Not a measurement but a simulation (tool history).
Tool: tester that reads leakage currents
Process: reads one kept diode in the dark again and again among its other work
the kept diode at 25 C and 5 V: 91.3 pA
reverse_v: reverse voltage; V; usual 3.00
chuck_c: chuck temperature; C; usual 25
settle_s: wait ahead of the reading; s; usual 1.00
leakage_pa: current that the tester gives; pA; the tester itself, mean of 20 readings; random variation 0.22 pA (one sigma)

Run 1, hour 0.0: usual settings. Result: leakage_pa 70.30 pA.
Run 2, hour 152.0: usual settings. Result: leakage_pa 70.20 pA.
Run 3, hour 281.7: usual settings. Result: leakage_pa 70.52 pA.
Run 4, hour 349.7: usual settings but reverse_v 8.84 V. Result: leakage_pa 119.66 pA.
Run 5, hour 450.6: usual settings but reverse_v 1.86 V. Result: leakage_pa 54.02 pA.
Run 6, hour 572.3: usual settings. Result: leakage_pa 67.75 pA.
Run 7, hour 734.4: usual settings. Result: leakage_pa 67.80 pA.
Run 8, hour 879.1: usual settings. Result: leakage_pa 68.19 pA.
Run 9, hour 1022.5: usual settings. Result: leakage_pa 68.10 pA.
Run 10, hour 1131.0: usual settings but settle_s 3.97 s. Result: leakage_pa 67.63 pA.
Run 11, hour 1204.4: usual settings but settle_s 3.97 s. Result: leakage_pa 67.63 pA.
Run 12, hour 1331.4: usual settings but settle_s 3.97 s. Result: leakage_pa 75.52 pA.
Run 13, hour 1486.2: usual settings but settle_s 3.97 s. Result: leakage_pa 75.04 pA.
Run 14, hour 1644.5: usual settings but settle_s 3.97 s. Result: leakage_pa 72.21 pA.
Run 15, hour 1753.2: usual settings but settle_s 3.97 s. Result: leakage_pa 72.84 pA.
Run 16, hour 1915.6: usual settings but settle_s 3.97 s. Result: leakage_pa 71.87 pA.
Run 17, hour 1988.6: usual settings but settle_s 3.97 s. Result: leakage_pa 72.12 pA.
Run 18, hour 2100.7: usual settings. Result: leakage_pa 72.60 pA.
Run 19, hour 2233.3: usual settings. Result: leakage_pa 73.03 pA.
Run 20, hour 2389.2: usual settings but reverse_v 17.81 V. Result: leakage_pa 173.04 pA.
Run 21, hour 2537.9: usual settings but chuck_c 36 C. Result: leakage_pa 157.52 pA.
Run 22, hour 2679.7: usual settings but reverse_v 1.09 V, chuck_c 36 C, settle_s 1.12 s. Result: leakage_pa 96.88 pA.
Run 23, hour 2812.8: usual settings but reverse_v 11.97 V, chuck_c 20 C, settle_s 7.31 s. Result: leakage_pa 99.28 pA.
Run 24, hour 2973.3: usual settings but reverse_v 11.97 V, chuck_c 20 C, settle_s 6.72 s. Result: leakage_pa 99.94 pA.
Run 25, hour 3100.7: usual settings but reverse_v 11.97 V, chuck_c 20 C, settle_s 6.72 s. Result: leakage_pa 100.44 pA.
Run 26, hour 3229.0: usual settings but reverse_v 8.40 V, chuck_c 28 C, settle_s 1.13 s. Result: leakage_pa 149.06 pA.
Run 27, hour 3349.0: usual settings but reverse_v 8.40 V, chuck_c 28 C, settle_s 1.13 s. Result: leakage_pa 148.90 pA.
Run 28, hour 3444.8: usual settings but reverse_v 11.75 V, chuck_c 21 C, settle_s 9.95 s. Result: leakage_pa 107.45 pA.
Run 29, hour 3597.8: usual settings but reverse_v 2.37 V, chuck_c 21 C, settle_s 2.78 s. Result: leakage_pa 48.27 pA.
Run 30, hour 3758.3: usual settings but reverse_v 3.47 V, chuck_c 42 C, settle_s 2.78 s. Result: leakage_pa 248.02 pA.
Run 31, hour 3863.5: usual settings but reverse_v 1.17 V, chuck_c 30 C, settle_s 0.62 s. Result: leakage_pa 65.70 pA.
Run 32, hour 3990.0: usual settings but reverse_v 8.10 V, chuck_c 35 C, settle_s 3.78 s. Result: leakage_pa 234.41 pA.
Run 33, hour 4112.0: usual settings but reverse_v 8.10 V, chuck_c 35 C, settle_s 3.78 s. Result: leakage_pa 228.01 pA.
Run 34, hour 4185.2: usual settings but reverse_v 8.10 V, chuck_c 35 C, settle_s 3.78 s. Result: leakage_pa 227.37 pA.
Run 35, hour 4320.7: usual settings but reverse_v 13.80 V, chuck_c 58 C, settle_s 4.17 s. Result: leakage_pa 1281.60 pA.
Run 36, hour 4455.6: usual settings but reverse_v 13.80 V, chuck_c 58 C, settle_s 4.17 s. Result: leakage_pa 1282.37 pA.
Run 37, hour 4535.0: usual settings but reverse_v 18.44 V, chuck_c 58 C, settle_s 2.90 s. Result: leakage_pa 1469.11 pA.
Run 38, hour 4647.2: usual settings but reverse_v 18.44 V, chuck_c 42 C, settle_s 1.24 s. Result: leakage_pa 540.16 pA.
Run 39, hour 4804.0: usual settings but reverse_v 14.03 V, chuck_c 33 C, settle_s 0.52 s. Result: leakage_pa 262.64 pA.

Not shown: 4 entries that the log had between the listed runs. Between which runs, and how does the tool's hidden state differ before and after?
Between runs 4 and 5: chuck's temperature calibrated (hour 450.6)
  stray current of the dirty probe card, pA a volt: 0.501 -> 0.539; current scale over the true one, %: 0.81 -> 0.83; true chuck temperature over the reading, C: -0.8 -> -1.33
  measured less the result without the state, leakage_pa: -1.64 -> -3.98 pA
Between runs 11 and 12: chuck's temperature calibrated, once more (hour 1290.2)
  stray current of the dirty probe card, pA a volt: 0.807 -> 0.849; current scale over the true one, %: 0.96 -> 0.98; true chuck temperature over the reading, C: -1.49 -> -0.03
  measured less the result without the state, leakage_pa: -4.51 -> +3.08 pA
Between runs 13 and 14: probe card cleaned and baked (hour 1500.9)
  stray current of the dirty probe card, pA a volt: 0.905 -> 0.074; current scale over the true one, %: 1.01 -> 1.04; true chuck temperature over the reading, C: -0.07 -> -0.1
  measured less the result without the state, leakage_pa: +3.06 -> +0.38 pA
Between runs 32 and 33: probe card cleaned and baked (hour 4071.4)
  stray current of the dirty probe card, pA a volt: 0.919 -> 0.042; current scale over the true one, %: 1.45 -> 1.47; true chuck temperature over the reading, C: -0.61 -> -0.63
  measured less the result without the state, leakage_pa: +1.00 -> -6.55 pA
